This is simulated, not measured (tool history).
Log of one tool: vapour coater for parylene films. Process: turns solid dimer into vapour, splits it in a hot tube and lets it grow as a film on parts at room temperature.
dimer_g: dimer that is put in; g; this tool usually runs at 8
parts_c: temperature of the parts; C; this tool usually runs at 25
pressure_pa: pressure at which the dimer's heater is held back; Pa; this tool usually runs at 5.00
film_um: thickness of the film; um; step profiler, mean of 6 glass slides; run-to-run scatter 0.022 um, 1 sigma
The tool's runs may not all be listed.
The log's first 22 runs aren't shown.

{"run": 23, "hour": 277.3, "dimer_g": 4, "parts_c": 25, "pressure_pa": 5.0, "film_um": 0.96}
{"run": 24, "hour": 295.7, "dimer_g": 4, "parts_c": 25, "pressure_pa": 5.0, "film_um": 0.97}
{"run": 25, "hour": 307.2, "dimer_g": 4, "parts_c": 25, "pressure_pa": 5.0, "film_um": 0.94}
{"run": 26, "hour": 315.5, "dimer_g": 4, "parts_c": 18, "pressure_pa": 8.61, "film_um": 1.22}
{"run": 27, "hour": 325.4, "dimer_g": 4, "parts_c": 18, "pressure_pa": 8.61, "film_um": 1.21}
{"hour": 336.5, "done": "trap's valve overhauled"}
{"run": 28, "hour": 340.3, "dimer_g": 4, "parts_c": 31, "pressure_pa": 7.95, "film_um": 0.68}
{"run": 29, "hour": 353.3, "dimer_g": 6, "parts_c": 31, "pressure_pa": 8.96, "film_um": 1.0}
{"run": 30, "hour": 371.3, "dimer_g": 3, "parts_c": 21, "pressure_pa": 5.0, "film_um": 0.86}
{"run": 31, "hour": 381.8, "dimer_g": 3, "parts_c": 21, "pressure_pa": 5.0, "film_um": 0.88}
{"run": 32, "hour": 393.1, "dimer_g": 3, "parts_c": 21, "pressure_pa": 5.0, "film_um": 0.87}
{"run": 33, "hour": 409.0, "dimer_g": 3, "parts_c": 21, "pressure_pa": 5.0, "film_um": 0.89}
{"run": 34, "hour": 427.9, "dimer_g": 8, "parts_c": 21, "pressure_pa": 5.0, "film_um": 2.33}
{"run": 35, "hour": 444.1, "dimer_g": 7, "parts_c": 19, "pressure_pa": 5.0, "film_um": 2.24}
{"run": 36, "hour": 454.9, "dimer_g": 11, "parts_c": 19, "pressure_pa": 3.24, "film_um": 3.82}
{"run": 37, "hour": 464.3, "dimer_g": 11, "parts_c": 19, "pressure_pa": 3.24, "film_um": 3.75}
{"run": 38, "hour": 480.3, "dimer_g": 4, "parts_c": 25, "pressure_pa": 5.0, "film_um": 0.93}
{"run": 39, "hour": 498.9, "dimer_g": 9, "parts_c": 25, "pressure_pa": 3.78, "film_um": 2.28}
{"run": 40, "hour": 508.5, "dimer_g": 4, "parts_c": 27, "pressure_pa": 5.66, "film_um": 0.83}
{"run": 41, "hour": 527.6, "dimer_g": 5, "parts_c": 17, "pressure_pa": 5.0, "film_um": 1.8}
{"run": 42, "hour": 537.6, "dimer_g": 5, "parts_c": 17, "pressure_pa": 5.0, "film_um": 1.79}
{"run": 43, "hour": 546.6, "dimer_g": 5, "parts_c": 17, "pressure_pa": 5.0, "film_um": 1.75}
{"run": 44, "hour": 560.6, "dimer_g": 5, "parts_c": 17, "pressure_pa": 5.0, "film_um": 1.74}
{"run": 45, "hour": 577.3, "dimer_g": 5, "parts_c": 17, "pressure_pa": 5.0, "film_um": 1.76}
{"run": 46, "hour": 592.2, "dimer_g": 5, "parts_c": 17, "pressure_pa": 5.0, "film_um": 1.76}
{"run": 47, "hour": 602.2, "dimer_g": 7, "parts_c": 23, "pressure_pa": 5.0, "film_um": 1.83}

3 options for the next run, each taken on its own from the tool as it stands now. Forecast them:
{"run": "A", "hour": 614.7, "dimer_g": 4, "parts_c": 25, "pressure_pa": 5.0, "film_um": "?"}
{"run": "B", "hour": 614.7, "dimer_g": 5, "parts_c": 25, "pressure_pa": 3.12, "film_um": "?"}
{"run": "C", "hour": 614.7, "dimer_g": 7, "parts_c": 18, "pressure_pa": 7.37, "film_um": "?"}

run=A film_um=0.99
run=B film_um=1.29
run=C film_um=2.20
Had the tool no hidden state, the same runs would have come out as:
run=A film_um=0.99
run=B film_um=1.30
run=C film_um=2.20

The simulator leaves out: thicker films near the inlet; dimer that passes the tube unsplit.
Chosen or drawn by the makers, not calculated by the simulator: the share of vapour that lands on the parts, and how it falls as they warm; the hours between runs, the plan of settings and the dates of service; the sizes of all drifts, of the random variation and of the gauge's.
